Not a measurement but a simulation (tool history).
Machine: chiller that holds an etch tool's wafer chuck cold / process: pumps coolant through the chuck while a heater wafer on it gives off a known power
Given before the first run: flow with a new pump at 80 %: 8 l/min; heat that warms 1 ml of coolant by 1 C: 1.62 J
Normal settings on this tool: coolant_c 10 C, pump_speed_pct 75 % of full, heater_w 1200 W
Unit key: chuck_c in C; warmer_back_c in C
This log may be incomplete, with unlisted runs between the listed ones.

{"run": 1, "hour": 0.0, "coolant_c": 10, "pump_speed_pct": 75, "heater_w": 1200, "chuck_c": 29.5, "warmer_back_c": 6.5}
{"run": 2, "hour": 110.3, "coolant_c": 10, "pump_speed_pct": 75, "heater_w": 1200, "chuck_c": 29.5, "warmer_back_c": 6.55}
{"run": 3, "hour": 162.4, "coolant_c": 20, "pump_speed_pct": 75, "heater_w": 1200, "chuck_c": 39.4, "warmer_back_c": 6.6}
{"run": 4, "hour": 230.8, "coolant_c": 20, "pump_speed_pct": 75, "heater_w": 1200, "chuck_c": 39.7, "warmer_back_c": 6.61}
{"run": 5, "hour": 338.3, "coolant_c": 10, "pump_speed_pct": 75, "heater_w": 1363, "chuck_c": 32.5, "warmer_back_c": 7.54}
{"run": 6, "hour": 410.7, "coolant_c": 10, "pump_speed_pct": 75, "heater_w": 1363, "chuck_c": 32.4, "warmer_back_c": 7.57}
{"run": 7, "hour": 523.2, "coolant_c": 10, "pump_speed_pct": 75, "heater_w": 1363, "chuck_c": 32.6, "warmer_back_c": 7.56}
{"run": 8, "hour": 587.6, "coolant_c": 10, "pump_speed_pct": 75, "heater_w": 1381, "chuck_c": 33.1, "warmer_back_c": 7.65}
{"run": 9, "hour": 672.7, "coolant_c": 10, "pump_speed_pct": 75, "heater_w": 1381, "chuck_c": 32.9, "warmer_back_c": 7.68}
{"hour": 682.2, "done": "chiller's thermometer calibrated"}
{"run": 10, "hour": 784.1, "coolant_c": 10, "pump_speed_pct": 75, "heater_w": 1381, "chuck_c": 33.7, "warmer_back_c": 7.81}
{"run": 11, "hour": 838.7, "coolant_c": 4, "pump_speed_pct": 95, "heater_w": 1381, "chuck_c": 23.0, "warmer_back_c": 6.06}
{"run": 12, "hour": 943.4, "coolant_c": 4, "pump_speed_pct": 95, "heater_w": 1381, "chuck_c": 23.1, "warmer_back_c": 6.09}
{"run": 13, "hour": 1025.7, "coolant_c": 10, "pump_speed_pct": 69, "heater_w": 1184, "chuck_c": 32.3, "warmer_back_c": 7.36}
{"hour": 1112.0, "done": "coolant changed, channels flushed"}
{"run": 14, "hour": 1160.2, "coolant_c": 10, "pump_speed_pct": 69, "heater_w": 1184, "chuck_c": 30.5, "warmer_back_c": 7.29}
{"run": 15, "hour": 1274.5, "coolant_c": 10, "pump_speed_pct": 69, "heater_w": 1184, "chuck_c": 30.6, "warmer_back_c": 7.45}
{"run": 16, "hour": 1390.0, "coolant_c": 15, "pump_speed_pct": 82, "heater_w": 1675, "chuck_c": 39.7, "warmer_back_c": 8.76}
{"run": 17, "hour": 1454.8, "coolant_c": 10, "pump_speed_pct": 75, "heater_w": 1690, "chuck_c": 37.5, "warmer_back_c": 9.72}

What if the next run were any one of these 5? Each begins from the tool's condition after run 17:
{"hour": 1487.5, "done": "coolant pump overhauled"}
{"run": "A", "hour": 1529.4, "coolant_c": 14, "pump_speed_pct": 80, "heater_w": 999, "chuck_c": "?", "warmer_back_c": "?"}
{"hour": 1487.5, "done": "coolant pump overhauled"}
{"run": "B", "hour": 1529.4, "coolant_c": 15, "pump_speed_pct": 75, "heater_w": 1690, "chuck_c": "?", "warmer_back_c": "?"}
{"hour": 1487.5, "done": "coolant pump overhauled"}
{"run": "C", "hour": 1529.4, "coolant_c": 1, "pump_speed_pct": 92, "heater_w": 1310, "chuck_c": "?", "warmer_back_c": "?"}
{"hour": 1487.5, "done": "coolant pump overhauled"}
{"run": "D", "hour": 1529.4, "coolant_c": 10, "pump_speed_pct": 67, "heater_w": 716, "chuck_c": "?", "warmer_back_c": "?"}
{"hour": 1487.5, "done": "coolant pump overhauled"}
{"run": "E", "hour": 1529.4, "coolant_c": 10, "pump_speed_pct": 75, "heater_w": 1443, "chuck_c": "?", "warmer_back_c": "?"}

run=A chuck_c=27.1 warmer_back_c=4.57
run=B chuck_c=38.7 warmer_back_c=8.35
run=C chuck_c=16.0 warmer_back_c=5.18
run=D chuck_c=21.3 warmer_back_c=4.00
run=E chuck_c=30.2 warmer_back_c=7.14
Without the tool's hidden state the same runs would have given:
run=A chuck_c=27.2 warmer_back_c=4.59
run=B chuck_c=38.8 warmer_back_c=8.39
run=C chuck_c=16.1 warmer_back_c=5.20
run=D chuck_c=21.4 warmer_back_c=4.02
run=E chuck_c=30.3 warmer_back_c=7.18
